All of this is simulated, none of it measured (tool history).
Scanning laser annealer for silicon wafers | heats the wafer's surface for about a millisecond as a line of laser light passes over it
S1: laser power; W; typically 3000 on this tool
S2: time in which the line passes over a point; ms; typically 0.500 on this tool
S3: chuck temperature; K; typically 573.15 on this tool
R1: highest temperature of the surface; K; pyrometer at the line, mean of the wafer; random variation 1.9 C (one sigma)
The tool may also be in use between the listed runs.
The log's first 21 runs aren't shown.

{"run": 22, "hour": 1080.2, "S1": 2909, "S2": 0.612, "S3": 541.15, "R1": 1393.15}
{"run": 23, "hour": 1115.0, "S1": 2759, "S2": 0.5, "S3": 546.15, "R1": 1272.15}
{"hour": 1161.5, "done": "window over the wafer cleaned"}
{"run": 24, "hour": 1170.5, "S1": 2759, "S2": 0.5, "S3": 542.15, "R1": 1288.15}
{"run": 25, "hour": 1211.4, "S1": 2759, "S2": 0.5, "S3": 542.15, "R1": 1284.15}
{"run": 26, "hour": 1240.8, "S1": 2827, "S2": 0.469, "S3": 568.15, "R1": 1310.15}
{"run": 27, "hour": 1280.7, "S1": 2827, "S2": 0.451, "S3": 543.15, "R1": 1268.15}
{"run": 28, "hour": 1338.6, "S1": 2661, "S2": 0.394, "S3": 600.15, "R1": 1228.15}
{"run": 29, "hour": 1387.9, "S1": 2661, "S2": 0.394, "S3": 556.15, "R1": 1185.15}
{"run": 30, "hour": 1418.5, "S1": 2661, "S2": 0.394, "S3": 556.15, "R1": 1180.15}
{"run": 31, "hour": 1471.7, "S1": 3000, "S2": 0.55, "S3": 573.15, "R1": 1423.15}
{"hour": 1480.7, "done": "optics aligned, line set to its width"}
{"run": 32, "hour": 1535.2, "S1": 3247, "S2": 0.503, "S3": 542.15, "R1": 1447.15}
{"run": 33, "hour": 1590.1, "S1": 3247, "S2": 0.503, "S3": 576.15, "R1": 1478.15}
{"run": 34, "hour": 1620.1, "S1": 3247, "S2": 0.503, "S3": 590.15, "R1": 1496.15}
{"run": 35, "hour": 1667.6, "S1": 3247, "S2": 0.503, "S3": 590.15, "R1": 1494.15}

The next listed run, before its measurement:
{"run": 36, "hour": 1727.6, "S1": 2664, "S2": 0.5, "S3": 573.15, "R1": "?"}

{"run 36": {"R1": 1289.15}}
Take away the tool's hidden state, keep the run-to-run variation as it was, and the same run would have given R1 1303.15 K.

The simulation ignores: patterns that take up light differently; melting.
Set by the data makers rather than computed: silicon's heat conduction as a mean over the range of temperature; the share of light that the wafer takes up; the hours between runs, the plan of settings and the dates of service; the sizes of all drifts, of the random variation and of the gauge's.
